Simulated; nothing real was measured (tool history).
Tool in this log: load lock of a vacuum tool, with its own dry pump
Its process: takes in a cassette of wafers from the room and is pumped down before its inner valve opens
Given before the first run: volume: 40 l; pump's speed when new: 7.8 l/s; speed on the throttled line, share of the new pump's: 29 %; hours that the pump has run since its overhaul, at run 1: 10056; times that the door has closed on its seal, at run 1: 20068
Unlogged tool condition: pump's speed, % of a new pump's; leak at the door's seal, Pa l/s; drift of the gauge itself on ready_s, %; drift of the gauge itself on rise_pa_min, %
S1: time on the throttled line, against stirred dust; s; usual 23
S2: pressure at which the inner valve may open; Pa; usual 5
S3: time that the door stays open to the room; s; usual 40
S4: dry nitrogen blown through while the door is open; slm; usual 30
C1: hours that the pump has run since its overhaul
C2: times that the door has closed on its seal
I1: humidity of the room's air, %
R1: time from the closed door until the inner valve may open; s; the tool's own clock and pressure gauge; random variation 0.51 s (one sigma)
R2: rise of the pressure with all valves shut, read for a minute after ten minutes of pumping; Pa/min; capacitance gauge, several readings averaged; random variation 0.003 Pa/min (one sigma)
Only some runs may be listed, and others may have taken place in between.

run 1 hour=0 | S1=23 S2=5 S3=40 S4=30 | C1=10056 C2=20068 | I1=44.4 | R1=75.7 R2=0.099
run 2 hour=400.4 | S1=23 S2=5 S3=40 S4=30 | C1=10457 C2=20532 | I1=43 | R1=76.8 R2=0.099
run 3 hour=825.5 | S1=23 S2=9 S3=40 S4=30 | C1=10882 C2=21024 | I1=44.3 | R1=72.2 R2=0.108
run 4 hour=1275.5 | S1=23 S2=5 S3=174 S4=30 | C1=11332 C2=21546 | I1=43 | R1=78.1 R2=0.148
run 5 hour=1552.8 | S1=23 S2=5 S3=38 S4=30 | C1=11609 C2=21867 | I1=43.5 | R1=77.5 R2=0.113
run 6 hour=1807.2 | S1=23 S2=5 S3=38 S4=14 | C1=11863 C2=22162 | I1=47.9 | R1=77.2 R2=0.123
run 7 hour=2004.1 | S1=23 S2=5 S3=40 S4=30 | C1=12060 C2=22390 | I1=47.6 | R1=78.1 R2=0.118
run 8 hour=2444.9 | S1=23 S2=5 S3=40 S4=30 | C1=12501 C2=22901 | I1=42.5 | R1=78.5 R2=0.119
run 9 hour=2861.4 | S1=23 S2=5 S3=40 S4=30 | C1=12918 C2=23384 | I1=46.8 | R1=78.6 R2=0.122
run 10 hour=3299.1 | S1=32 S2=5 S3=146 S4=30 | C1=13355 C2=23891 | I1=43.1 | R1=83.9 R2=0.15
run 11 hour=3527.6 | S1=23 S2=7 S3=28 S4=30 | C1=13584 C2=24156 | I1=43 | R1=78 R2=0.121
run 12 hour=3722.9 | S1=14 S2=5 S3=40 S4=30 | C1=13779 C2=24382 | I1=43.6 | R1=75.1 R2=0.13
-- hour=3805 dry pump taken out, an overhauled one fitted
run 13 hour=4130.2 | S1=14 S2=5 S3=40 S4=30 | C1=325 C2=24847 | I1=45.8 | R1=61.3 R2=0.132
run 14 hour=4444 | S1=14 S2=5 S3=40 S4=30 | C1=639 C2=25211 | I1=47.2 | R1=60.7 R2=0.128
run 15 hour=4701.7 | S1=20 S2=5 S3=64 S4=36 | C1=897 C2=25509 | I1=47.3 | R1=67.4 R2=0.135
run 16 hour=5029.6 | S1=20 S2=5 S3=64 S4=36 | C1=1225 C2=25889 | I1=45.3 | R1=67 R2=0.138

Branching from run 16: 4 alternative next runs. What would each branch give?
run A hour=5399.9 | S1=23 S2=5 S3=40 S4=13 | C1=1595 C2=26318 | I1=47.3 | R1=? R2=?
run B hour=5399.9 | S1=43 S2=6 S3=138 S4=30 | C1=1595 C2=26318 | I1=42.1 | R1=? R2=?
run C hour=5399.9 | S1=22 S2=5 S3=94 S4=30 | C1=1595 C2=26318 | I1=46.3 | R1=? R2=?
run D hour=5399.9 | S1=23 S2=5 S3=45 S4=7 | C1=1595 C2=26318 | I1=47.2 | R1=? R2=?

run=A R1=69 R2=0.152
run=B R1=82.5 R2=0.16
run=C R1=69 R2=0.154
run=D R1=68.3 R2=0.158
The same runs, with their run-to-run variation unchanged, on a tool lacking any hidden condition would have given:
run=A R1=67.9 R2=0.048
run=B R1=81.6 R2=0.057
run=C R1=67.9 R2=0.053
run=D R1=67.2 R2=0.054

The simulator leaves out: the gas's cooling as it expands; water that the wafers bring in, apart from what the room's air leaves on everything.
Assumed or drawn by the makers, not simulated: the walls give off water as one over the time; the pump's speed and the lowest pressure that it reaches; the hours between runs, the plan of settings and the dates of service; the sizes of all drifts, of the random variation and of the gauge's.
